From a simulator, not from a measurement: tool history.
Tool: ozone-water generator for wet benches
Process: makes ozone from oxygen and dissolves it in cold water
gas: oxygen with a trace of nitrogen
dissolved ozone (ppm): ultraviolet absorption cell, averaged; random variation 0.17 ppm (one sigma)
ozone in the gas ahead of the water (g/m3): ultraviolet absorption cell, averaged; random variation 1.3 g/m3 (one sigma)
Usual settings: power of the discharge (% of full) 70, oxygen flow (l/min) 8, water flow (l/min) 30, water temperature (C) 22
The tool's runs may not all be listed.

run,hour,power of the discharge (% of full),oxygen flow (l/min),water flow (l/min),water temperature (C),dissolved ozone (ppm),ozone in the gas ahead of the water (g/m3)
1,0,70,8,30,22,21.6,228.4
2,20.3,70,8,30,22,21.8,226.8
3,49.7,70,8,30,22,21.8,228.4
4,66.2,70,8,30,22,21.6,227.7
5,97.3,58,8,30,22,19.4,204.5
6,126.3,58,8,30,22,19.6,201.3
# hour 132.4: contactor cleaned
7,153.6,95,8,30,22,25.2,272.3
8,170.4,70,7.49,26,25,22.9,233.3
9,201.4,51,8,22,24,22,189.4
10,220.9,57,8,30,22,19.2,200.9
11,241.7,57,8,34,19,17.4,202.8
12,267.2,42,12.18,19,15,24.7,136.5

5 ways to go on from here, each from the tool as it stands after run 12. What would each give?
A,284.7,87,4.94,43,22,?,?
B,284.7,42,7.06,19,15,?,?
C,284.7,70,10.11,30,22,?,?
D,284.7,70,8,45,22,?,?
E,284.7,70,4.81,30,17,?,?

run,dissolved ozone (ppm),ozone in the gas ahead of the water (g/m3)
A,15.7,325.9
B,26.1,178.8
C,21.4,202.4
D,14.2,227.8
E,21.4,288.1
Without the tool's hidden state the same runs would have given:
run,dissolved ozone (ppm),ozone in the gas ahead of the water (g/m3)
A,17.6,334
B,28.1,181.6
C,23.6,206.9
D,15.9,232.8
E,23.6,294.5

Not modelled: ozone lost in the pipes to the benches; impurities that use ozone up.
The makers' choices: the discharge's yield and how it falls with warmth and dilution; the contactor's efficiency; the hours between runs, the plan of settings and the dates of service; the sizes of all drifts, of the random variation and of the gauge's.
